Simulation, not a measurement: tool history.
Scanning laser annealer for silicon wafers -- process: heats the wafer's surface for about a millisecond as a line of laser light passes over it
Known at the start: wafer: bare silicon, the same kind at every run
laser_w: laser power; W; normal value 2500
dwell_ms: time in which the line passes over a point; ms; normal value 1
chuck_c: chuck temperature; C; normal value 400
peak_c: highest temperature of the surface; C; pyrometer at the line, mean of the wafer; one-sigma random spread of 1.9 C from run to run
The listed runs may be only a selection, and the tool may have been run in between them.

| run | hour | laser_w | dwell_ms | chuck_c | peak_c |
|---|---|---|---|---|---|
| 1 | 0 | 2500 | 1 | 400 | 1196 |
| 2 | 12.8 | 2500 | 1 | 400 | 1192 |
| 3 | 23.5 | 2500 | 1 | 411 | 1207 |
| 4 | 34.9 | 2500 | 1 | 411 | 1205 |
| 5 | 46.8 | 2439 | 1 | 411 | 1177 |
| 6 | 59.5 | 2500 | 1 | 400 | 1192 |
| 7 | 66.4 | 2500 | 1 | 400 | 1187 |
| 8 | 81.2 | 2500 | 1 | 416 | 1209 |
| 9 | 94 | 2500 | 1 | 400 | 1188 |
| 10 | 110.9 | 2500 | 1 | 400 | 1188 |
| 11 | 118.7 | 2500 | 1 | 400 | 1184 |
| 12 | 126.8 | 2500 | 1 | 398 | 1182 |
|  | 129.9 | window over the wafer cleaned |
| 13 | 139.6 | 2516 | 1 | 400 | 1173 |
| 14 | 146.6 | 2500 | 0.82 | 400 | 1101 |
| 15 | 159.2 | 2500 | 0.82 | 400 | 1093 |
|  | 170.5 | window over the wafer cleaned, once more |
| 16 | 174.1 | 2500 | 0.82 | 400 | 1145 |
| 17 | 187.3 | 2500 | 0.82 | 400 | 1149 |
| 18 | 200.5 | 2500 | 0.82 | 400 | 1148 |
| 19 | 215.5 | 2500 | 1 | 391 | 1211 |
| 20 | 227.9 | 2500 | 1.2 | 400 | 1287 |
| 21 | 240.4 | 2253 | 1 | 400 | 1119 |
| 22 | 251.4 | 2253 | 1 | 400 | 1113 |
| 23 | 259.6 | 2500 | 1 | 421 | 1236 |
| 24 | 273.4 | 2634 | 0.81 | 362 | 1150 |
| 25 | 286.7 | 2558 | 1 | 439 | 1274 |
| 26 | 303.1 | 2573 | 1 | 360 | 1198 |
| 27 | 318.5 | 2573 | 1 | 360 | 1204 |
| 28 | 326.8 | 2573 | 1.06 | 360 | 1225 |
| 29 | 334 | 2563 | 1.22 | 386 | 1303 |
| 30 | 346.7 | 2138 | 0.8 | 365 | 962 |
| 31 | 360 | 2138 | 1 | 399 | 1065 |
| 32 | 370.9 | 2172 | 1 | 400 | 1073 |
| 33 | 384.9 | 2500 | 1.04 | 423 | 1244 |
| 34 | 392.4 | 2500 | 1.04 | 423 | 1245 |
| 35 | 407.3 | 2500 | 1.04 | 423 | 1246 |
| 36 | 422.5 | 2498 | 1.19 | 436 | 1303 |
| 37 | 439.5 | 2498 | 1.19 | 436 | 1301 |
| 38 | 450.7 | 2356 | 1.07 | 421 | 1190 |
| 39 | 459.5 | 2356 | 1.07 | 421 | 1185 |
| 40 | 474.4 | 2655 | 1.17 | 409 | 1333 |

Measured minus without-hidden-state, run by run (identical run-to-run variation in each term; gauge scatter may differ):
Hidden state at play: light that passes the window, % of a clean one's; laser's true power over the reading, %; width of the line over the set one, %; drift of the gauge itself on peak_c, C.
| run | peak_c |
|---|---|
| 1 | -37 |
| 2 | -39 |
| 3 | -40 |
| 4 | -40 |
| 5 | -40 |
| 6 | -42 |
| 7 | -42 |
| 8 | -44 |
| 9 | -44 |
| 10 | -47 |
| 11 | -47 |
| 12 | -47 |
| 13 | -67 |
| 14 | -61 |
| 15 | -62 |
| 16 | -11 |
| 17 | -11 |
| 18 | -12 |
| 19 | -15 |
| 20 | -18 |
| 21 | -15 |
| 22 | -15 |
| 23 | -19 |
| 24 | -19 |
| 25 | -21 |
| 26 | -23 |
| 27 | -24 |
| 28 | -26 |
| 29 | -27 |
| 30 | -19 |
| 31 | -22 |
| 32 | -23 |
| 33 | -29 |
| 34 | -29 |
| 35 | -30 |
| 36 | -34 |
| 37 | -35 |
| 38 | -32 |
| 39 | -33 |
| 40 | -41 |

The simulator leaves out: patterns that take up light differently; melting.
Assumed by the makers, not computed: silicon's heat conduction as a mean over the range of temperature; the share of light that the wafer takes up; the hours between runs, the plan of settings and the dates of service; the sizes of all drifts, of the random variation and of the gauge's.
